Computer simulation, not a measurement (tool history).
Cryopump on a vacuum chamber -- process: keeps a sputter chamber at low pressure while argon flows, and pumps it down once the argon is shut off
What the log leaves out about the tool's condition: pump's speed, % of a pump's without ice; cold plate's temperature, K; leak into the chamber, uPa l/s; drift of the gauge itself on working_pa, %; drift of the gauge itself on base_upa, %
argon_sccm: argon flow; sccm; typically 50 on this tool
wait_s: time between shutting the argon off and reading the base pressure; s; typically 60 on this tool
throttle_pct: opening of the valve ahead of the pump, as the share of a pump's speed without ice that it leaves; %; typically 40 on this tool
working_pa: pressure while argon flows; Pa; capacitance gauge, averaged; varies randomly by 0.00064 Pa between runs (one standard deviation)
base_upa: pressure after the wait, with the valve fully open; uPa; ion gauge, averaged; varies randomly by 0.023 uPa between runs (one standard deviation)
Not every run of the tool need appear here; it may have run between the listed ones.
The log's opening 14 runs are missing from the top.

run,day,argon_sccm,wait_s,throttle_pct,hours of work since the pump was warmed up and emptied,hours of work since the cold head was overhauled,hours of work since the chamber's fittings were tightened,working_pa,base_upa
15,13.65,51,60,31,370,1118,1890,0.139,1.65
16,14.588,50,60,40,386,1134,1906,0.1069,1.65
17,15.3,50,60,24,399,1146,1919,0.1751,1.68
18,16.367,50,60,24,417,1165,1937,0.1752,1.68
19,17.067,33,289,40,429,1177,1949,0.0701,1.24
20,18.175,42,289,40,448,1196,1968,0.0898,1.26
21,19.088,42,289,40,464,1211,1984,0.0905,1.24
22,19.758,45,109,29,475,1223,1995,0.1307,1.44
23,20.8,30,59,26,493,1241,2013,0.097,1.82
24,21.696,30,25,58,508,1256,2028,0.0464,2.54
25,22.646,50,34,40,525,1272,2045,0.1086,2.17
26,23.717,50,248,40,543,1291,2063,0.1083,1.3
27,24.862,62,176,23,563,1310,2083,0.228,1.45
28,25.846,62,176,23,580,1327,2100,0.2279,1.47
29,26.962,60,98,49,599,1346,2119,0.1095,1.66
30,28.038,24,60,44,617,1365,2137,0.0486,1.85
31,29.1,95,62,39,635,1383,2155,0.212,1.81
32,30.388,28,60,19,658,1405,2177,0.1248,1.86
33,31.346,28,60,19,674,1422,2194,0.1244,1.87

4 ways to go on from here, each from the tool as it stands after run 33. What would each give?
A,32.167,52,20,36,688,1436,2208,?,?
B,32.167,29,22,48,688,1436,2208,?,?
C,32.167,46,150,25,688,1436,2208,?,?
D,32.167,61,245,40,688,1436,2208,?,?

run,working_pa,base_upa
A,0.127,3.02
B,0.055,2.83
C,0.1562,1.54
D,0.1345,1.5
With no hidden state in the tool, these same runs would have given:
run,working_pa,base_upa
A,0.1173,1.82
B,0.0496,1.63
C,0.1477,0.36
D,0.1232,0.28
